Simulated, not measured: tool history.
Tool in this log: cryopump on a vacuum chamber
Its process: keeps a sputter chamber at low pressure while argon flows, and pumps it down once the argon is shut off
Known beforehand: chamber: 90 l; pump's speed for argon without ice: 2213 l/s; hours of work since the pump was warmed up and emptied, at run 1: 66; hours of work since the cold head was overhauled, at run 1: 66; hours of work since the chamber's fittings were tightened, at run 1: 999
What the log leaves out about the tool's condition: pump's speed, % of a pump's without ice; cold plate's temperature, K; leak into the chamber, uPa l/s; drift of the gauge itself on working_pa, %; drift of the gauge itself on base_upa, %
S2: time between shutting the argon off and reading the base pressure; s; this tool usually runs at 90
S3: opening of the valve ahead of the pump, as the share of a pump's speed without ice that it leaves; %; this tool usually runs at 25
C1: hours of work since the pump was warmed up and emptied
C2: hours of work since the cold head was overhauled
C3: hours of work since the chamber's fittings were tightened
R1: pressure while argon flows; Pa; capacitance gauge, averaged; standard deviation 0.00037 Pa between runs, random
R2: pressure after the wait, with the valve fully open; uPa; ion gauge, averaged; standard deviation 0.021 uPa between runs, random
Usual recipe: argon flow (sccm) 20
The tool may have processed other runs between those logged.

{"run": 1, "day": 0.0, "argon flow (sccm)": 20, "S2": 90, "S3": 25, "C1": 66, "C2": 66, "C3": 999, "R1": 0.0611, "R2": 0.8}
{"run": 2, "day": 2.717, "argon flow (sccm)": 20, "S2": 25, "S3": 25, "C1": 95, "C2": 95, "C3": 1028, "R1": 0.0608, "R2": 1.54}
{"run": 3, "day": 5.562, "argon flow (sccm)": 20, "S2": 25, "S3": 25, "C1": 127, "C2": 127, "C3": 1060, "R1": 0.061, "R2": 1.5}
{"run": 4, "day": 7.908, "argon flow (sccm)": 20, "S2": 25, "S3": 25, "C1": 152, "C2": 152, "C3": 1085, "R1": 0.0612, "R2": 1.49}
{"run": 5, "day": 10.862, "argon flow (sccm)": 20, "S2": 25, "S3": 25, "C1": 185, "C2": 185, "C3": 1118, "R1": 0.061, "R2": 1.59}
{"run": 6, "day": 13.771, "argon flow (sccm)": 20, "S2": 25, "S3": 25, "C1": 216, "C2": 216, "C3": 1149, "R1": 0.0619, "R2": 1.55}
{"run": 7, "day": 15.208, "argon flow (sccm)": 11, "S2": 26, "S3": 19, "C1": 232, "C2": 232, "C3": 1165, "R1": 0.0447, "R2": 1.56}
{"run": 8, "day": 16.417, "argon flow (sccm)": 25, "S2": 20, "S3": 48, "C1": 245, "C2": 245, "C3": 1178, "R1": 0.0411, "R2": 1.75}
{"run": 9, "day": 18.333, "argon flow (sccm)": 25, "S2": 48, "S3": 55, "C1": 266, "C2": 266, "C3": 1199, "R1": 0.036, "R2": 1.09}
{"run": 10, "day": 20.671, "argon flow (sccm)": 25, "S2": 48, "S3": 55, "C1": 292, "C2": 292, "C3": 1225, "R1": 0.0357, "R2": 1.1}

Consider 5 possible next runs. They are alternatives, not a sequence: every one starts from the tool as it was left by run 10. What does each give?
{"run": "A", "day": 23.383, "argon flow (sccm)": 21, "S2": 23, "S3": 55, "C1": 322, "C2": 322, "C3": 1255, "R1": "?", "R2": "?"}
{"run": "B", "day": 23.383, "argon flow (sccm)": 20, "S2": 92, "S3": 25, "C1": 322, "C2": 322, "C3": 1255, "R1": "?", "R2": "?"}
{"run": "C", "day": 23.383, "argon flow (sccm)": 20, "S2": 90, "S3": 50, "C1": 322, "C2": 322, "C3": 1255, "R1": "?", "R2": "?"}
{"run": "D", "day": 23.383, "argon flow (sccm)": 18, "S2": 21, "S3": 45, "C1": 322, "C2": 322, "C3": 1255, "R1": "?", "R2": "?"}
{"run": "E", "day": 23.383, "argon flow (sccm)": 9, "S2": 87, "S3": 55, "C1": 322, "C2": 322, "C3": 1255, "R1": "?", "R2": "?"}

run=A R1=0.0303 R2=1.65
run=B R1=0.0621 R2=0.86
run=C R1=0.0315 R2=0.88
run=D R1=0.0311 R2=1.87
run=E R1=0.0134 R2=0.90
Without the tool's unlogged condition, the same runs would have read:
run=A R1=0.0294 R2=1.19
run=B R1=0.0612 R2=0.40
run=C R1=0.0307 R2=0.41
run=D R1=0.0303 R2=1.39
run=E R1=0.0131 R2=0.43
